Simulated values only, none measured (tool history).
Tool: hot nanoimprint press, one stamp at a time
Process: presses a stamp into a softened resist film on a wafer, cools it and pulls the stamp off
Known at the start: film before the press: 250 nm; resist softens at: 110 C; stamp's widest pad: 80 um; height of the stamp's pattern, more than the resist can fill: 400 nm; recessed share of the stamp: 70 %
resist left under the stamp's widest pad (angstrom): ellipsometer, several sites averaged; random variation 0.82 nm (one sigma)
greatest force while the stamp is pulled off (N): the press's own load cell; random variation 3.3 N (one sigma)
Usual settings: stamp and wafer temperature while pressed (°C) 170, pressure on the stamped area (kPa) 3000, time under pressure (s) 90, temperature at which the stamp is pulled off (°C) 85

run   hour  stamp and wafer temperature while pressed (°C)  pressure on the stamped area (kPa)  time under pressure (s)  temperature at which the stamp is pulled off (°C)  resist left under the stamp's widest pad (angstrom)  greatest force while the stamp is pulled off (N)
  1    0.0                                             170                                3000                       90                                                 85                                                 1008                                               203
  2   33.7                                             170                                3000                       90                                                 85                                                 1020                                               160
  3   61.6                                             170                                3000                       90                                                 85                                                 1010                                               161
  4   90.0                                             170                                3000                       90                                                 85                                                  987                                               168
  5  117.2                                             170                                3000                       90                                                 85                                                  993                                               172
  6  134.6                                             162                                3000                       90                                                 85                                                 1627                                               179
  7  151.1                                             170                                3000                      117                                                 85                                                  898                                               172
  8  172.7                                             170                                3000                      117                                                 85                                                  879                                               178
  9  205.5                                             170                                3000                      117                                                 85                                                  881                                               177
 10  225.3                                             170                                3000                       90                                                 85                                                  985                                               184
 11  262.3                                             170                                3000                       90                                                 85                                                  977                                               186
 12  279.8                                             170                                3000                       90                                                 85                                                  984                                               194
 13  315.2                                             170                                3000                       90                                                 85                                                  959                                               192
 14  342.1                                             170                                3000                       90                                                 85                                                  899                                               192
 15  367.2                                             170                                3000                       90                                                 85                                                  917                                               195
 16  385.8                                             170                                3000                       90                                                 85                                                  891                                               199
 17  421.4                                             170                                2250                       52                                                 85                                                 1245                                               155
 18  449.9                                             182                                4340                       52                                                 85                                                  431                                               157
 19  481.2                                             182                                1910                       52                                                 91                                                  766                                               159
 20  507.5                                             180                                3000                      135                                                 85                                                  456                                               163
 21  525.2                                             172                                2250                      144                                                 85                                                  889                                               171
 22  549.4                                             181                                3000                       90                                                 78                                                  523                                               180
 23  564.5                                             181                                3000                       90                                                 78                                                  524                                               180
 24  601.0                                             180                                3000                      173                                                 78                                                  409                                               192
 25  625.6                                             180                                3000                      173                                                 71                                                  396                                               202
 26  649.6                                             169                                3000                      106                                                 75                                                 1074                                               197
 27  684.3                                             169                                4310                       98                                                 89                                                  942                                               177
 28  715.1                                             169                                4310                       98                                                 89                                                  940                                               191
 29  730.3                                             170                                3570                       90                                                 83                                                  975                                               194
 30  756.8                                             170                                1820                      115                                                 83                                                 1176                                               204
 31  788.6                                             180                                1800                       76                                                 86                                                  742                                               192

Not shown: 4 entries that the log had between the listed runs. Between which runs, and how does the tool's hidden state differ before and after?
Between runs 1 and 2: stamp cleaned and given a new release coat (hour 16.1)
  true temperature over the reading, C: 1.03 -> 1.1; pressure that arrives at the usual setting, %: 99.36 -> 99.28; grip of the stamp's worn release coat, % over a new coat's: 28.5 -> 1.3
  measured less the result without the state, resist left under the stamp's widest pad (angstrom): -71 -> -76; greatest force while the stamp is pulled off (N): +44 -> +1
Between runs 13 and 14: plate thermocouple calibrated (hour 321.3)
  true temperature over the reading, C: 1.71 -> 2.81; pressure that arrives at the usual setting, %: 98.36 -> 98.29; grip of the stamp's worn release coat, % over a new coat's: 22.1 -> 23.9
  measured less the result without the state, resist left under the stamp's widest pad (angstrom): -113 -> -184; greatest force while the stamp is pulled off (N): +33 -> +34
Between runs 16 and 17: stamp cleaned and given a new release coat (hour 419.5)
  true temperature over the reading, C: 2.91 -> 2.98; pressure that arrives at the usual setting, %: 98.15 -> 98.06; grip of the stamp's worn release coat, % over a new coat's: 27.2 -> 0.1
  measured less the result without the state, resist left under the stamp's widest pad (angstrom): -189 -> -225; greatest force while the stamp is pulled off (N): +39 -> -4
Between runs 18 and 19: plate thermocouple calibrated, once more (hour 473.3)
  true temperature over the reading, C: 3.03 -> -0.16; pressure that arrives at the usual setting, %: 97.96 -> 97.88; grip of the stamp's worn release coat, % over a new coat's: 2.2 -> 4.3
  measured less the result without the state, resist left under the stamp's widest pad (angstrom): -85 -> +12; greatest force while the stamp is pulled off (N): +0 -> +7

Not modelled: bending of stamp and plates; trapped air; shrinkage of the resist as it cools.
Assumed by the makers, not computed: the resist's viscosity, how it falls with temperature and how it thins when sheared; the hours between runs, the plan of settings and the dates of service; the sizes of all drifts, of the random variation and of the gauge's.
